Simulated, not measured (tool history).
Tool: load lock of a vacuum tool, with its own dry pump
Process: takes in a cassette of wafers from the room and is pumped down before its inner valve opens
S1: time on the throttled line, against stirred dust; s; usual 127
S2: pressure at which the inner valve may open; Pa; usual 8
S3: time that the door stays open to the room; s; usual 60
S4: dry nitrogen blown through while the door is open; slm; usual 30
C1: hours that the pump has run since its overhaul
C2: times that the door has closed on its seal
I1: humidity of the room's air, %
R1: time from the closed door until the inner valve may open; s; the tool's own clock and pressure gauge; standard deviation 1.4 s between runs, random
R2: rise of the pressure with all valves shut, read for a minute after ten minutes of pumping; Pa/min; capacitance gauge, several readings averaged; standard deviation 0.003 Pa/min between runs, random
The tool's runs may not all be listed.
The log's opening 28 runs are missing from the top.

| run | hour | S1 | S2 | S3 | S4 | C1 | C2 | I1 | R1 | R2 |
|---|---|---|---|---|---|---|---|---|---|---|
| 29 | 12697.2 | 206 | 11 | 119 | 12 | 2203 | 32902 | 46.5 | 284 | 0.385 |
| 30 | 13204 | 203 | 7 | 43 | 7 | 2709 | 34158 | 43.3 | 294.6 | 0.39 |
| 31 | 13831.1 | 107 | 7 | 39 | 7 | 3336 | 35710 | 44.5 | 222.2 | 0.41 |
| 32 | 14097 | 107 | 7 | 39 | 7 | 3602 | 36369 | 42.7 | 220 | 0.419 |
| 33 | 14568.6 | 253 | 9 | 25 | 5 | 4074 | 37537 | 46.2 | 330.3 | 0.439 |
| 34 | 14841.7 | 253 | 9 | 25 | 5 | 4347 | 38213 | 46.5 | 331 | 0.453 |
| 35 | 15111.3 | 253 | 9 | 25 | 5 | 4617 | 38881 | 44 | 330.2 | 0.46 |
| 36 | 15599.3 | 67 | 8 | 60 | 16 | 5105 | 40089 | 45.5 | 188.6 | 0.49 |
| 37 | 15892 | 67 | 8 | 60 | 16 | 5397 | 40814 | 44.7 | 189.9 | 0.508 |
| 38 | 16348.3 | 110 | 14 | 60 | 9 | 5854 | 41944 | 46.2 | 215.9 | 0.54 |

3 options for the next run, each taken on its own from the tool as it stands now. Forecast them:
| A | 16652.3 | 110 | 14 | 60 | 12 | 6158 | 42696 | 46.3 | ? | ? |
| B | 16652.3 | 127 | 8 | 31 | 30 | 6158 | 42696 | 42.3 | ? | ? |
| C | 16652.3 | 110 | 16 | 42 | 41 | 6158 | 42696 | 48.5 | ? | ? |

| run | R1 | R2 |
|---|---|---|
| A | 215 | 0.538 |
| B | 237.5 | 0.531 |
| C | 211.2 | 0.531 |
With the hidden condition removed and each run's random variation left untouched, the same runs would have given:
| run | R1 | R2 |
|---|---|---|
| A | 206.6 | 0.036 |
| B | 228.7 | 0.023 |
| C | 203 | 0.021 |

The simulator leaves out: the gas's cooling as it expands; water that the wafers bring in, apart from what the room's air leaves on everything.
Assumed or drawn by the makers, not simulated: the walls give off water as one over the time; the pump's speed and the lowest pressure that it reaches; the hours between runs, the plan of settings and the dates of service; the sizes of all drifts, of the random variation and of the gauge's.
